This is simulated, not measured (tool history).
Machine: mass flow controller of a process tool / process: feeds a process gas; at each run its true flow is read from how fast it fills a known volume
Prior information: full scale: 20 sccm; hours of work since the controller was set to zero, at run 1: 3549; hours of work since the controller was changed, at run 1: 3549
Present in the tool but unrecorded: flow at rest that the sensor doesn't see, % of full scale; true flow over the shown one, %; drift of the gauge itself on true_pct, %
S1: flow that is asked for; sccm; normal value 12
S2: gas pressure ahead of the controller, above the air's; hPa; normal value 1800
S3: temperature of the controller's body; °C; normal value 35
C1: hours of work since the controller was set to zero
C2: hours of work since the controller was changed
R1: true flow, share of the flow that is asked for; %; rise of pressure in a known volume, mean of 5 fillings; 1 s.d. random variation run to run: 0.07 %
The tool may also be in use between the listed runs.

{"run": 1, "hour": 0.0, "S1": 12, "S2": 1800, "S3": 35, "C1": 3549, "C2": 3549, "R1": 96.63}
{"run": 2, "hour": 231.7, "S1": 12, "S2": 1800, "S3": 35, "C1": 3663, "C2": 3663, "R1": 96.54}
{"run": 3, "hour": 576.3, "S1": 12, "S2": 1800, "S3": 35, "C1": 3832, "C2": 3832, "R1": 96.36}
{"run": 4, "hour": 785.5, "S1": 12, "S2": 2410, "S3": 35, "C1": 3934, "C2": 3934, "R1": 96.18}
{"run": 5, "hour": 1243.3, "S1": 12, "S2": 2410, "S3": 35, "C1": 4158, "C2": 4158, "R1": 96.09}
{"run": 6, "hour": 1484.4, "S1": 12, "S2": 2410, "S3": 35, "C1": 4276, "C2": 4276, "R1": 96.09}
{"run": 7, "hour": 1717.6, "S1": 12, "S2": 2410, "S3": 35, "C1": 4391, "C2": 4391, "R1": 95.93}
{"run": 8, "hour": 2132.2, "S1": 12, "S2": 1800, "S3": 35, "C1": 4594, "C2": 4594, "R1": 95.96}
{"run": 9, "hour": 2576.5, "S1": 12, "S2": 1800, "S3": 35, "C1": 4811, "C2": 4811, "R1": 95.89}
{"run": 10, "hour": 3014.9, "S1": 12, "S2": 1800, "S3": 35, "C1": 5026, "C2": 5026, "R1": 95.8}
{"run": 11, "hour": 3279.7, "S1": 12, "S2": 1800, "S3": 35, "C1": 5156, "C2": 5156, "R1": 95.79}
{"run": 12, "hour": 3621.9, "S1": 12, "S2": 1800, "S3": 35, "C1": 5324, "C2": 5324, "R1": 95.71}
{"run": 13, "hour": 3947.8, "S1": 12, "S2": 1800, "S3": 35, "C1": 5483, "C2": 5483, "R1": 95.46}
{"run": 14, "hour": 4288.4, "S1": 12, "S2": 1800, "S3": 35, "C1": 5650, "C2": 5650, "R1": 95.44}
{"run": 15, "hour": 4700.1, "S1": 12, "S2": 1800, "S3": 35, "C1": 5852, "C2": 5852, "R1": 95.25}
{"run": 16, "hour": 5134.0, "S1": 12, "S2": 1800, "S3": 34, "C1": 6064, "C2": 6064, "R1": 95.29}
{"run": 17, "hour": 5325.5, "S1": 9, "S2": 1800, "S3": 35, "C1": 6158, "C2": 6158, "R1": 94.37}
{"run": 18, "hour": 5739.4, "S1": 9, "S2": 1800, "S3": 35, "C1": 6361, "C2": 6361, "R1": 94.09}
{"hour": 5782.2, "done": "controller's zero set anew"}
{"run": 19, "hour": 6026.2, "S1": 12, "S2": 1800, "S3": 38, "C1": 120, "C2": 6501, "R1": 96.52}
{"run": 20, "hour": 6434.9, "S1": 12, "S2": 1800, "S3": 38, "C1": 320, "C2": 6701, "R1": 96.55}
{"run": 21, "hour": 6723.4, "S1": 12, "S2": 1800, "S3": 38, "C1": 461, "C2": 6843, "R1": 96.57}
{"run": 22, "hour": 7002.8, "S1": 12, "S2": 1800, "S3": 38, "C1": 598, "C2": 6980, "R1": 96.39}
{"run": 23, "hour": 7276.7, "S1": 5, "S2": 1800, "S3": 35, "C1": 732, "C2": 7114, "R1": 95.47}
{"run": 24, "hour": 7731.8, "S1": 5, "S2": 1800, "S3": 35, "C1": 955, "C2": 7337, "R1": 95.34}
{"run": 25, "hour": 8120.4, "S1": 5, "S2": 1800, "S3": 28, "C1": 1145, "C2": 7527, "R1": 95.62}
{"run": 26, "hour": 8329.0, "S1": 5, "S2": 2080, "S3": 21, "C1": 1248, "C2": 7629, "R1": 95.84}
{"run": 27, "hour": 8665.2, "S1": 5, "S2": 2080, "S3": 21, "C1": 1412, "C2": 7794, "R1": 95.57}
{"run": 28, "hour": 9059.3, "S1": 10, "S2": 1550, "S3": 35, "C1": 1605, "C2": 7987, "R1": 95.91}
{"run": 29, "hour": 9341.7, "S1": 10, "S2": 1550, "S3": 35, "C1": 1744, "C2": 8126, "R1": 95.86}
{"run": 30, "hour": 9745.0, "S1": 10, "S2": 1550, "S3": 35, "C1": 1941, "C2": 8323, "R1": 95.72}
{"run": 31, "hour": 10000.2, "S1": 2, "S2": 2040, "S3": 29, "C1": 2066, "C2": 8448, "R1": 91.61}
{"run": 32, "hour": 10189.2, "S1": 2, "S2": 2040, "S3": 29, "C1": 2159, "C2": 8541, "R1": 91.36}
{"run": 33, "hour": 10454.8, "S1": 2, "S2": 2040, "S3": 29, "C1": 2289, "C2": 8671, "R1": 91.12}
{"run": 34, "hour": 10705.4, "S1": 20, "S2": 2000, "S3": 32, "C1": 2412, "C2": 8794, "R1": 96.79}
{"run": 35, "hour": 11144.1, "S1": 2, "S2": 2190, "S3": 32, "C1": 2627, "C2": 9009, "R1": 90.19}
{"run": 36, "hour": 11463.3, "S1": 2, "S2": 2190, "S3": 32, "C1": 2783, "C2": 9165, "R1": 89.91}
{"run": 37, "hour": 11758.2, "S1": 15, "S2": 1840, "S3": 32, "C1": 2928, "C2": 9309, "R1": 95.99}
{"run": 38, "hour": 12065.4, "S1": 15, "S2": 1840, "S3": 32, "C1": 3078, "C2": 9460, "R1": 95.9}
{"run": 39, "hour": 12346.8, "S1": 15, "S2": 1840, "S3": 32, "C1": 3216, "C2": 9598, "R1": 95.88}
{"run": 40, "hour": 12697.5, "S1": 15, "S2": 1840, "S3": 32, "C1": 3388, "C2": 9770, "R1": 95.81}
{"run": 41, "hour": 13070.8, "S1": 3, "S2": 1910, "S3": 35, "C1": 3571, "C2": 9952, "R1": 90.6}
{"run": 42, "hour": 13417.1, "S1": 14, "S2": 1790, "S3": 35, "C1": 3740, "C2": 10122, "R1": 95.25}
{"run": 43, "hour": 13883.4, "S1": 14, "S2": 1790, "S3": 35, "C1": 3969, "C2": 10350, "R1": 95.1}
{"run": 44, "hour": 14349.4, "S1": 14, "S2": 1790, "S3": 35, "C1": 4197, "C2": 10579, "R1": 94.96}
{"run": 45, "hour": 14688.1, "S1": 14, "S2": 1790, "S3": 35, "C1": 4363, "C2": 10745, "R1": 94.87}
{"hour": 14876.6, "done": "controller exchanged for a calibrated one"}
{"run": 46, "hour": 15142.4, "S1": 14, "S2": 1790, "S3": 35, "C1": 130, "C2": 130, "R1": 98.66}
{"run": 47, "hour": 15462.4, "S1": 12, "S2": 1540, "S3": 40, "C1": 287, "C2": 287, "R1": 98.19}
{"run": 48, "hour": 15923.7, "S1": 9, "S2": 1540, "S3": 35, "C1": 513, "C2": 513, "R1": 97.93}
{"run": 49, "hour": 16386.1, "S1": 18, "S2": 2450, "S3": 38, "C1": 740, "C2": 740, "R1": 98.31}

Below, each run's measurement less what the same run would have read without the hidden state. Both values contain the same run-to-run variation, but the gauge's scatter may not be the same in both:
run=1 R1=-2.04
run=2 R1=-2.11
run=3 R1=-2.2
run=4 R1=-2.25
run=5 R1=-2.38
run=6 R1=-2.44
run=7 R1=-2.5
run=8 R1=-2.62
run=9 R1=-2.75
run=10 R1=-2.87
run=11 R1=-2.94
run=12 R1=-3.03
run=13 R1=-3.13
run=14 R1=-3.21
run=15 R1=-3.33
run=16 R1=-3.46
run=17 R1=-4.16
run=18 R1=-4.29
run=19 R1=-1.74
run=20 R1=-1.85
run=21 R1=-1.93
run=22 R1=-2.01
run=23 R1=-2.51
run=24 R1=-2.74
run=25 R1=-2.93
run=26 R1=-3.03
run=27 R1=-3.19
run=28 R1=-2.7
run=29 R1=-2.79
run=30 R1=-2.91
run=31 R1=-6.42
run=32 R1=-6.63
run=33 R1=-6.92
run=34 R1=-2.71
run=35 R1=-7.64
run=36 R1=-7.97
run=37 R1=-3.14
run=38 R1=-3.21
run=39 R1=-3.28
run=40 R1=-3.37
run=41 R1=-7.28
run=42 R1=-3.61
run=43 R1=-3.72
run=44 R1=-3.85
run=45 R1=-3.94
run=46 R1=-0.18
run=47 R1=-0.3
run=48 R1=-0.5
run=49 R1=-0.45
